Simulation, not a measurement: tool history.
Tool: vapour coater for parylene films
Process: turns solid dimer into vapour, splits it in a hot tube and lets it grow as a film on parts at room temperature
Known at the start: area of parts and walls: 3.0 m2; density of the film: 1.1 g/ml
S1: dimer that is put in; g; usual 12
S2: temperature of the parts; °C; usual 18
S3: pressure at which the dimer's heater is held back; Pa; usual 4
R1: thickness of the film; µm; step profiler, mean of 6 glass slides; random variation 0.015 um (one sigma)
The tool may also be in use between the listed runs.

run,hour,S1,S2,S3,R1
1,0,12,18,4,1.81
2,61.1,12,18,4,1.75
3,128.5,12,18,7.29,1.48
4,173.3,12,18,4,1.66
# hour 199.5: trap's valve overhauled
5,246.5,12,18,2.48,2.02
6,277.8,12,18,2.48,1.98
7,318.3,12,14,4,2.11
8,367.2,14,14,4,2.38
9,410.1,14,14,4,2.35
10,439.9,12,18,4,1.68
# hour 497.3: trap's valve overhauled
11,499.6,12,23,4,1.46
12,564.3,12,18,4,1.81
13,622.3,12,18,4,1.76
14,685.7,12,18,4,1.71
15,751.4,12,18,4,1.66
# hour 796.4: trap's valve overhauled
16,811.5,12,18,4,1.84
17,855.6,12,18,4,1.81
18,916.2,12,18,4,1.76
19,964.7,12,18,4,1.71
20,1032.3,12,18,6.65,1.46
# hour 1094.6: trap's valve overhauled
21,1104.8,12,18,4,1.8
22,1150.7,12,18,4,1.78
23,1187.2,12,18,4,1.74
24,1239.4,12,18,4,1.72
25,1268.1,5,15,7.01,0.71
26,1314.4,5,15,7.01,0.69
27,1353.3,12,11,4.35,2.2
# hour 1392.6: trap's valve overhauled
28,1414.9,16,11,2.08,3.86
29,1448.8,16,11,2.08,3.75
30,1490.4,6,11,2.08,1.41
31,1533.3,12,18,4,1.74
32,1577.3,12,18,4,1.67
33,1641.5,12,18,4,1.63
34,1679.3,12,18,4,1.62
# hour 1689.8: trap's valve overhauled
35,1724.6,12,21,4,1.56
36,1762.3,5,15,5.46,0.78
# hour 1790.5: table's thermometer calibrated
37,1821.5,10,24,2.5,1.26
38,1884.3,10,24,2.5,1.22
39,1916.5,10,24,2.5,1.2
40,1962.7,10,24,2.5,1.19
# hour 1987.7: trap's valve overhauled
41,2001.7,12,18,4,1.85
42,2068.5,10,23,2.92,1.31
43,2100.5,15,23,4,1.83
44,2149.4,6,25,10.66,0.5
45,2207.1,6,25,10.66,0.49

Measured less the same run without the tool's hidden state. The same run-to-run variation is in both; the gauge's scatter may not be:
The hidden state here: vapour lost through the trap's worn valve, %; true temperature of the parts over the reading, C; drift of the gauge itself on film_um, %.
run,R1
1,-0.08
2,-0.12
3,-0.15
4,-0.2
5,-0.06
6,-0.08
7,-0.12
8,-0.2
9,-0.24
10,-0.19
11,-0.03
12,-0.08
13,-0.12
14,-0.17
15,-0.22
16,-0.05
17,-0.08
18,-0.13
19,-0.16
20,-0.18
21,-0.05
22,-0.09
23,-0.11
24,-0.15
25,-0.07
26,-0.09
27,-0.31
28,-0.12
29,-0.17
30,-0.09
31,-0.14
32,-0.18
33,-0.22
34,-0.26
35,-0.07
36,-0.04
37,-0.07
38,-0.1
39,-0.12
40,-0.14
41,-0.01
42,-0.04
43,-0.08
44,-0.03
45,-0.04

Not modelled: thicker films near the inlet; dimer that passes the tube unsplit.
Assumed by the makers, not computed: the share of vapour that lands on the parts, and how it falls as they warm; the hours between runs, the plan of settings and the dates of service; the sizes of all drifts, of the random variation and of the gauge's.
